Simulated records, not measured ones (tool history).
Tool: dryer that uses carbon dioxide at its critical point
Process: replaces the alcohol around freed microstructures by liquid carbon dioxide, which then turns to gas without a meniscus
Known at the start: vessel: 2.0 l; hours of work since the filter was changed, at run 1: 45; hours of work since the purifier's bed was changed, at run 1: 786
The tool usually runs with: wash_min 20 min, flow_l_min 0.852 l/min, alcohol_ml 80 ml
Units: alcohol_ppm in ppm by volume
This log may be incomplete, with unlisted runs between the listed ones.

run,hour,wash_min,flow_l_min,alcohol_ml,hours of work since the filter was changed,hours of work since the purifier's bed was changed,alcohol_ppm
1,0,20,0.852,80,45,786,79
2,59,20,0.852,80,83,825,94
3,98,20,0.852,80,109,851,97
4,156.8,20,1.22,80,147,889,36
5,215.7,20,1.22,80,186,928,32
# hour 264.4: inlet filter changed
6,283.4,20,1.22,80,12,972,34
7,312.4,20,1.22,80,32,991,33
8,368.1,20,1.22,73,68,1027,22
9,401.5,20,1.22,73,90,1049,27
10,431.6,22,0.982,48,110,1069,27

Estimate the outcome of run 11 from the log above:
11,481.1,22,0.982,48,142,1101,?

{"run 11": {"alcohol_ppm": 45}}
If the tool had no hidden condition, the same run with the same run-to-run variation would have returned alcohol_ppm 16 ppm by volume.

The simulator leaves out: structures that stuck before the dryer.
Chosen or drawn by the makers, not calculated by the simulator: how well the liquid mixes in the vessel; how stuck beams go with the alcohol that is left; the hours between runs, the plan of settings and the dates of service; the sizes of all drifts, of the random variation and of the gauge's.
